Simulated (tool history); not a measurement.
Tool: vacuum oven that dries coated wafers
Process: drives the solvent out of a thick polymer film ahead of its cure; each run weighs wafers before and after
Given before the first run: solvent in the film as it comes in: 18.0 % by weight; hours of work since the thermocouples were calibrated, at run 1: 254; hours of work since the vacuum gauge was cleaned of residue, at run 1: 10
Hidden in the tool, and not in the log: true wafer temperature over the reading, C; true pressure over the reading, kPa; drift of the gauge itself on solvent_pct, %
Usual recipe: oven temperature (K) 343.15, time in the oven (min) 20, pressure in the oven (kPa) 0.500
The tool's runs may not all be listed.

run	hour	oven temperature (K)	time in the oven (min)	pressure in the oven (kPa)	hours of work since the thermocouples were calibrated	hours of work since the vacuum gauge was cleaned of residue	solvent left in the film (%)
1	0.0	343.15	20	0.500	254	10	4.14
2	21.0	343.15	20	0.500	268	24	4.11
3	43.5	343.15	20	0.500	283	39	4.11
4	59.0	357.15	20	0.500	294	49	1.41
5	75.9	357.15	20	0.500	305	61	1.49
6	89.2	343.15	20	0.500	314	70	4.16
7	104.0	343.15	20	0.321	324	80	4.05
8	115.8	343.15	20	0.321	332	88	4.06
9	125.8	343.15	20	0.321	339	95	4.05
10	146.5	343.15	20	0.321	353	109	3.98
11	168.0	343.15	20	0.500	368	123	4.19
12	188.2	343.15	20	0.500	381	137	4.11
13	208.4	348.15	20	0.500	395	151	2.98
14	220.8	348.15	20	0.536	404	159	3.02
15	239.7	348.15	20	0.536	416	172	2.99
16	262.1	348.15	20	0.536	431	187	2.95
17	281.5	343.15	20	0.500	445	200	4.07
18	293.7	343.15	20	0.500	453	208	3.99
19	304.6	352.15	10	1.535	460	216	5.83
20	317.1	352.15	10	1.535	469	224	5.84
21	326.6	348.15	20	1.535	475	231	3.20
22	339.6	336.15	21	0.500	484	240	5.43
23	358.8	336.15	21	0.500	497	252	5.50
24	369.9	336.15	21	0.500	504	260	5.52
# hour 373.2: vacuum gauge cleaned of residue and calibrated
25	391.8	335.15	27	0.824	518	13	4.49
26	403.7	341.15	20	1.200	526	21	4.80
27	422.2	351.15	14	1.200	539	33	4.19
28	437.8	332.15	20	0.587	549	44	6.77
# hour 441.0: vacuum gauge cleaned of residue and calibrated, once more
29	456.8	332.15	20	0.587	561	11	6.79
30	475.9	332.15	20	0.587	574	24	6.71
31	494.6	343.15	20	0.304	587	36	3.94
32	517.7	343.15	20	0.760	603	52	4.02
33	531.9	348.15	12	0.907	612	62	5.54
34	544.9	352.15	20	0.500	621	70	2.09
35	561.9	354.15	20	1.095	632	82	1.90
36	575.0	339.15	19	0.414	641	91	5.16

Measured less the same run without the tool's hidden state. The same run-to-run variation is in both; the gauge's scatter may not be:
run	solvent left in the film (%)
1	-0.07
2	-0.07
3	-0.08
4	-0.04
5	-0.05
6	-0.09
7	-0.10
8	-0.10
9	-0.10
10	-0.11
11	-0.12
12	-0.12
13	-0.11
14	-0.12
15	-0.12
16	-0.13
17	-0.16
18	-0.16
19	-0.17
20	-0.18
21	-0.16
22	-0.19
23	-0.20
24	-0.21
25	-0.20
26	-0.20
27	-0.19
28	-0.21
29	-0.25
30	-0.25
31	-0.23
32	-0.25
33	-0.26
34	-0.18
35	-0.18
36	-0.28

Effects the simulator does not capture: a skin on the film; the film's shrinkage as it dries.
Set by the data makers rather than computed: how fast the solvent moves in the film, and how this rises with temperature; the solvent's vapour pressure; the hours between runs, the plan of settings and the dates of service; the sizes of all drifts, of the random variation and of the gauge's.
